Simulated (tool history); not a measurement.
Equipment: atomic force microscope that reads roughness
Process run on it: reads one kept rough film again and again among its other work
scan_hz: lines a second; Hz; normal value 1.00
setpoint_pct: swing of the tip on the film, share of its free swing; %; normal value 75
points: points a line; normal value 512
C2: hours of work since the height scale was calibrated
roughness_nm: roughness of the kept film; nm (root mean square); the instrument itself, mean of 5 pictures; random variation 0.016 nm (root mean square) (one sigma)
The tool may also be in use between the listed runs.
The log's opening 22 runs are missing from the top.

Run 23, hour 231.5: usual settings; pictures with this tip 59; C2 417. Result: roughness_nm 3.775 nm (root mean square).
Run 24, hour 246.3: usual settings but setpoint_pct 62 %; pictures with this tip 82; C2 428. Result: roughness_nm 3.915 nm (root mean square).
Run 25, hour 260.1: usual settings but setpoint_pct 62 %; pictures with this tip 103; C2 438. Result: roughness_nm 3.921 nm (root mean square).
Run 26, hour 268.5: usual settings but points 853; pictures with this tip 116; C2 445. Result: roughness_nm 3.730 nm (root mean square).
Run 27, hour 282.0: usual settings but points 853; pictures with this tip 136; C2 455. Result: roughness_nm 3.688 nm (root mean square).
Run 28, hour 295.9: usual settings but scan_hz 1.56 Hz, setpoint_pct 66 %, points 353; pictures with this tip 158; C2 466. Result: roughness_nm 3.723 nm (root mean square).
Run 29, hour 303.3: usual settings but scan_hz 0.62 Hz, setpoint_pct 88 %, points 381; pictures with this tip 169; C2 471. Result: roughness_nm 3.667 nm (root mean square).
Run 30, hour 313.6: usual settings but scan_hz 3.68 Hz, setpoint_pct 81 %, points 501; pictures with this tip 185; C2 479. Result: roughness_nm 2.818 nm (root mean square).
Run 31, hour 324.7: usual settings but scan_hz 0.78 Hz, points 595; pictures with this tip 201; C2 488. Result: roughness_nm 3.707 nm (root mean square).
At hour 326.4: height scale calibrated on a step standard.
Run 32, hour 337.6: usual settings but scan_hz 1.96 Hz, points 576; pictures with this tip 220; C2 9. Result: roughness_nm 3.426 nm (root mean square).
Run 33, hour 343.8: usual settings but scan_hz 1.96 Hz, points 551; pictures with this tip 229; C2 13. Result: roughness_nm 3.414 nm (root mean square).
Run 34, hour 357.3: usual settings but setpoint_pct 76 %, points 487; pictures with this tip 250; C2 24. Result: roughness_nm 3.618 nm (root mean square).
Run 35, hour 369.5: usual settings but setpoint_pct 76 %, points 487; pictures with this tip 269; C2 33. Result: roughness_nm 3.614 nm (root mean square).
Run 36, hour 383.1: usual settings but scan_hz 0.50 Hz, setpoint_pct 65 %, points 282; pictures with this tip 289; C2 43. Result: roughness_nm 3.835 nm (root mean square).
At hour 387.0: new tip fitted.
Run 37, hour 396.2: usual settings but scan_hz 0.50 Hz, setpoint_pct 65 %, points 282; pictures with this tip 14; C2 53. Result: roughness_nm 4.000 nm (root mean square).
Run 38, hour 405.1: usual settings but scan_hz 0.50 Hz, setpoint_pct 63 %, points 472; pictures with this tip 27; C2 60. Result: roughness_nm 4.036 nm (root mean square).
At hour 409.3: height scale calibrated on a step standard, once more.
Run 39, hour 420.4: usual settings but scan_hz 1.65 Hz, setpoint_pct 60 %; pictures with this tip 49; C2 9. Result: roughness_nm 3.897 nm (root mean square).
Run 40, hour 432.4: usual settings but scan_hz 2.36 Hz, setpoint_pct 64 %, points 477; pictures with this tip 67; C2 18. Result: roughness_nm 3.715 nm (root mean square).
Run 41, hour 442.7: usual settings but setpoint_pct 86 %, points 311; pictures with this tip 83; C2 26. Result: roughness_nm 3.566 nm (root mean square).

Run 42, settings as shown, results not yet in. Your forecast:
Run 42, hour 449.2: usual settings but scan_hz 1.13 Hz, points 765; pictures with this tip 93; C2 30. Result: roughness_nm ?.

roughness_nm: 3.693 nm (root mean square)
With no hidden state in the tool, this same run would have given roughness_nm 3.752 nm (root mean square).

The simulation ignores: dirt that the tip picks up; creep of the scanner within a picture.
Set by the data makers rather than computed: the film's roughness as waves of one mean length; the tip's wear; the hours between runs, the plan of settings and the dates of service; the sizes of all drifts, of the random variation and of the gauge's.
